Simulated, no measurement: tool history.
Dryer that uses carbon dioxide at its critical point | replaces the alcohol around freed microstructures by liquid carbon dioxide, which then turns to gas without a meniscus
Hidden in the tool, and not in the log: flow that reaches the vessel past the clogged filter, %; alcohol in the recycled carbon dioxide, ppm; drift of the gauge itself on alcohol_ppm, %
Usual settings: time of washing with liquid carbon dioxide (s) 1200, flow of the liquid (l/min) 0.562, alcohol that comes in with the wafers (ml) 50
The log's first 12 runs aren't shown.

run,hour,time of washing with liquid carbon dioxide (s),flow of the liquid (l/min),alcohol that comes in with the wafers (ml),hours of work since the filter was changed,hours of work since the purifier's bed was changed,alcohol left in the vessel before it's heated (ppm by volume)
13,131.2,1200,0.390,50,95,193,934
14,145.0,1200,0.390,50,102,199,931
15,158.0,1200,0.390,34,108,205,671
16,166.6,1200,0.432,50,112,209,686
17,174.3,1200,0.432,50,115,213,674
18,183.5,1200,0.507,32,120,217,241
19,196.5,1200,0.507,32,126,223,237
20,204.0,1200,0.507,32,129,226,256
21,211.1,960,0.939,50,132,230,62
22,222.5,1200,0.699,28,138,235,51
23,230.1,1200,0.456,69,141,238,848
24,237.7,1200,0.418,33,145,242,578
25,247.4,1200,0.418,33,149,246,586
26,261.1,960,0.749,33,156,253,127
27,274.9,1200,0.481,96,162,259,969
28,284.8,1080,0.862,81,166,264,70
29,299.3,1560,0.565,21,173,270,47
30,310.1,1560,0.565,62,178,275,105
31,320.7,1800,0.601,50,183,280,37

Forecast each of these 3 alternatives for the next run:
A,328.4,1320,0.582,65,187,284,?
B,328.4,1200,0.546,50,187,284,?
C,328.4,1320,0.562,39,187,284,?

run,alcohol left in the vessel before it's heated (ppm by volume)
A,218
B,340
C,172
Without the tool's hidden state the same runs would have given:
run,alcohol left in the vessel before it's heated (ppm by volume)
A,81
B,147
C,69
